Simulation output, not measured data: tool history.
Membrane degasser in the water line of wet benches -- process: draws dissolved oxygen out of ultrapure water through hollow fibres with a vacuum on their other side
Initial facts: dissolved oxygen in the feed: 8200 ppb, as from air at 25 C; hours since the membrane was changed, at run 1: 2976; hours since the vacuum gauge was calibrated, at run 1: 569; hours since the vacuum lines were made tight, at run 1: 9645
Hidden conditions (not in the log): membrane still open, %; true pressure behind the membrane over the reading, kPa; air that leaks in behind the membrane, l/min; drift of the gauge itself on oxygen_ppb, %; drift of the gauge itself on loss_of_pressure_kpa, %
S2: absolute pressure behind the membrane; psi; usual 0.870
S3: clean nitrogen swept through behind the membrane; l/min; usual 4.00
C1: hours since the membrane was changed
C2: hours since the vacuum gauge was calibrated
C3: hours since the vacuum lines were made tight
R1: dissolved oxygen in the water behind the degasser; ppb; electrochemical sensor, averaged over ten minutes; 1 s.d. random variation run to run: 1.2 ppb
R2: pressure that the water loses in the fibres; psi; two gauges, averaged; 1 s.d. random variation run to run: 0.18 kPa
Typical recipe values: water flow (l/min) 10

run 1 hour=0.0 | water_flow_(l/min)=10 S2=0.870 S3=4.00 | C1=2976 C2=569 C3=9645 | R1=125.4 R2=4.997
run 2 hour=198.8 | water_flow_(l/min)=10 S2=0.870 S3=4.00 | C1=3175 C2=768 C3=9844 | R1=126.9 R2=5.004
run 3 hour=327.3 | water_flow_(l/min)=10 S2=0.870 S3=9.14 | C1=3303 C2=896 C3=9972 | R1=113.4 R2=5.020
run 4 hour=509.6 | water_flow_(l/min)=10 S2=0.870 S3=9.14 | C1=3486 C2=1079 C3=10155 | R1=116.0 R2=5.079
run 5 hour=597.7 | water_flow_(l/min)=10 S2=0.870 S3=3.67 | C1=3574 C2=1167 C3=10243 | R1=126.0 R2=4.953
run 6 hour=792.8 | water_flow_(l/min)=10 S2=0.870 S3=3.67 | C1=3769 C2=1362 C3=10438 | R1=129.8 R2=5.024
run 7 hour=915.2 | water_flow_(l/min)=10 S2=0.870 S3=3.67 | C1=3891 C2=1484 C3=10560 | R1=129.4 R2=5.021
run 8 hour=1045.8 | water_flow_(l/min)=10 S2=0.870 S3=3.67 | C1=4022 C2=1615 C3=10691 | R1=129.5 R2=5.005
run 9 hour=1177.1 | water_flow_(l/min)=10 S2=0.870 S3=3.67 | C1=4153 C2=1746 C3=10822 | R1=130.9 R2=5.030
-- hour=1195.3 vacuum gauge calibrated
run 10 hour=1297.4 | water_flow_(l/min)=10 S2=0.870 S3=3.67 | C1=4273 C2=102 C3=10942 | R1=130.7 R2=5.055
run 11 hour=1421.4 | water_flow_(l/min)=10 S2=0.870 S3=2.67 | C1=4397 C2=226 C3=11066 | R1=135.6 R2=5.043
run 12 hour=1611.3 | water_flow_(l/min)=10 S2=0.870 S3=2.67 | C1=4587 C2=416 C3=11256 | R1=139.6 R2=5.073
run 13 hour=1749.7 | water_flow_(l/min)=10 S2=0.542 S3=4.00 | C1=4725 C2=554 C3=11394 | R1=115.8 R2=5.101
run 14 hour=1939.9 | water_flow_(l/min)=10 S2=0.905 S3=4.00 | C1=4915 C2=745 C3=11584 | R1=132.3 R2=4.995
run 15 hour=2097.7 | water_flow_(l/min)=10 S2=0.905 S3=2.99 | C1=5073 C2=902 C3=11742 | R1=136.0 R2=5.046
-- hour=2183.0 seals of the vacuum lines changed
-- hour=2193.8 vacuum gauge calibrated, once more
run 16 hour=2273.7 | water_flow_(l/min)=10 S2=0.905 S3=2.99 | C1=5247 C2=80 C3=90 | R1=135.3 R2=5.097
run 17 hour=2383.7 | water_flow_(l/min)=10 S2=0.905 S3=2.99 | C1=5357 C2=190 C3=200 | R1=135.5 R2=5.117
run 18 hour=2512.2 | water_flow_(l/min)=10 S2=0.905 S3=2.99 | C1=5485 C2=318 C3=329 | R1=139.2 R2=5.063
run 19 hour=2669.9 | water_flow_(l/min)=15 S2=1.881 S3=4.74 | C1=5643 C2=476 C3=486 | R1=277.2 R2=7.630
run 20 hour=2823.0 | water_flow_(l/min)=15 S2=1.881 S3=4.74 | C1=5796 C2=629 C3=640 | R1=281.0 R2=7.597
run 21 hour=2986.7 | water_flow_(l/min)=10 S2=1.410 S3=6.24 | C1=5960 C2=793 C3=803 | R1=139.6 R2=5.110
run 22 hour=3193.4 | water_flow_(l/min)=10 S2=1.410 S3=6.24 | C1=6166 C2=1000 C3=1010 | R1=140.2 R2=5.092
run 23 hour=3376.1 | water_flow_(l/min)=10 S2=0.730 S3=6.24 | C1=6349 C2=1182 C3=1193 | R1=124.0 R2=5.137
run 24 hour=3524.1 | water_flow_(l/min)=13 S2=1.005 S3=5.20 | C1=6497 C2=1330 C3=1341 | R1=199.5 R2=6.614
run 25 hour=3732.1 | water_flow_(l/min)=10 S2=0.870 S3=7.92 | C1=6705 C2=1538 C3=1549 | R1=125.7 R2=5.162
run 26 hour=3839.9 | water_flow_(l/min)=10 S2=0.870 S3=7.92 | C1=6813 C2=1646 C3=1656 | R1=124.8 R2=5.108
run 27 hour=4047.3 | water_flow_(l/min)=11 S2=0.870 S3=6.51 | C1=7020 C2=1854 C3=1864 | R1=149.5 R2=5.671
run 28 hour=4197.5 | water_flow_(l/min)=7 S2=0.548 S3=2.79 | C1=7171 C2=2004 C3=2014 | R1=68.4 R2=3.582
run 29 hour=4379.4 | water_flow_(l/min)=7 S2=1.202 S3=6.82 | C1=7352 C2=2186 C3=2196 | R1=78.0 R2=3.595
run 30 hour=4490.1 | water_flow_(l/min)=7 S2=0.940 S3=2.90 | C1=7463 C2=2296 C3=2307 | R1=84.7 R2=3.611
run 31 hour=4656.0 | water_flow_(l/min)=9 S2=0.975 S3=6.40 | C1=7629 C2=2462 C3=2473 | R1=114.4 R2=4.643

Each row is a separate what-if for the run after 31, all from the same tool condition, not one after another. Results?
run A hour=4826.9 | water_flow_(l/min)=7 S2=0.640 S3=3.26 | C1=7800 C2=2633 C3=2643 | R1=? R2=?
run B hour=4826.9 | water_flow_(l/min)=8 S2=0.585 S3=2.50 | C1=7800 C2=2633 C3=2643 | R1=? R2=?
run C hour=4826.9 | water_flow_(l/min)=12 S2=0.870 S3=4.00 | C1=7800 C2=2633 C3=2643 | R1=? R2=?

run=A R1=70.5 R2=3.626
run=B R1=90.7 R2=4.147
run=C R1=178.3 R2=6.160
Take away the tool's hidden state, keep each run's random variation, and the runs would have read:
run=A R1=55.8 R2=3.455
run=B R1=72.2 R2=3.952
run=C R1=148.8 R2=5.867
